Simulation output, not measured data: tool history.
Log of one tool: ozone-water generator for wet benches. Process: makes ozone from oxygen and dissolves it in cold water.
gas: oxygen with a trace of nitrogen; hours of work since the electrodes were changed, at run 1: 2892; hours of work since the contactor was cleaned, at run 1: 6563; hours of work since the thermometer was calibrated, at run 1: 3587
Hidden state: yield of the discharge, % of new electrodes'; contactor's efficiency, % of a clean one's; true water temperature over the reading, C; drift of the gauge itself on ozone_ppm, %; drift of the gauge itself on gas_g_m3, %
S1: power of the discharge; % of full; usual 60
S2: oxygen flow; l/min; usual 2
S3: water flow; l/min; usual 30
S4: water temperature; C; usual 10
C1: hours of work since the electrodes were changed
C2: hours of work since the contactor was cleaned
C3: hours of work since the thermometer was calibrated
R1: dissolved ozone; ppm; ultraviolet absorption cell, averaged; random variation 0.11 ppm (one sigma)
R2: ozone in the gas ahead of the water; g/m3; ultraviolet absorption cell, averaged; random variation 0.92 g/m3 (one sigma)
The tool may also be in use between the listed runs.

| run | hour | S1 | S2 | S3 | S4 | C1 | C2 | C3 | R1 | R2 |
|---|---|---|---|---|---|---|---|---|---|---|
| 1 | 0 | 60 | 2 | 30 | 10 | 2892 | 6563 | 3587 | 7.1 | 148.4 |
| 2 | 49.5 | 60 | 2 | 30 | 10 | 2927 | 6599 | 3623 | 6.9 | 147.5 |
| 3 | 119.2 | 60 | 2 | 30 | 10 | 2978 | 6649 | 3673 | 6.9 | 147.5 |
| 4 | 182.6 | 60 | 2 | 30 | 10 | 3023 | 6695 | 3719 | 6.8 | 146.8 |
| 5 | 258.7 | 60 | 2 | 30 | 10 | 3078 | 6750 | 3774 | 6.9 | 146.8 |
| 6 | 322.3 | 79 | 2 | 30 | 10 | 3124 | 6796 | 3820 | 8.2 | 174 |
| 7 | 422.3 | 79 | 2 | 30 | 10 | 3196 | 6868 | 3892 | 8.3 | 174 |
| 8 | 512.2 | 79 | 2 | 30 | 10 | 3261 | 6933 | 3957 | 8.1 | 174.7 |
| 9 | 566.2 | 79 | 2 | 30 | 10 | 3300 | 6972 | 3996 | 8.3 | 172.9 |
| 10 | 631.2 | 60 | 2 | 30 | 12 | 3347 | 7019 | 4043 | 6.8 | 147.2 |
|  | 646 | contactor cleaned |
| 11 | 729.3 | 60 | 2 | 30 | 12 | 3415 | 60 | 4111 | 7.3 | 147.1 |
| 12 | 807.7 | 60 | 2 | 30 | 12 | 3472 | 117 | 4167 | 7.1 | 147.6 |
| 13 | 855.5 | 60 | 2 | 30 | 12 | 3506 | 151 | 4202 | 6.9 | 146.3 |
| 14 | 915.5 | 60 | 2 | 30 | 12 | 3550 | 195 | 4245 | 7.1 | 145.6 |
| 15 | 956.9 | 60 | 2 | 36 | 10 | 3579 | 224 | 4275 | 5.9 | 146.3 |
| 16 | 1042.9 | 42 | 2.53 | 47 | 10 | 3641 | 286 | 4337 | 4.3 | 108.8 |
| 17 | 1132.8 | 42 | 2.53 | 47 | 10 | 3706 | 351 | 4402 | 4.2 | 109.7 |
| 18 | 1177.5 | 42 | 2.53 | 33 | 7 | 3739 | 384 | 4434 | 6 | 111.2 |
| 19 | 1248.6 | 42 | 2.53 | 33 | 7 | 3790 | 435 | 4486 | 6.3 | 109.5 |
| 20 | 1327.2 | 42 | 1.11 | 33 | 7 | 3847 | 492 | 4542 | 3.7 | 142.9 |

Forecast run 21:
| 21 | 1378 | 57 | 2.37 | 33 | 7 | 3883 | 528 | 4579 | ? | ? |

Run 21 gave R1 6.9 ppm, R2 134.3 g/m3.
Without the tool's hidden state the same run would have given R1 7.4 ppm, R2 142.4 g/m3.
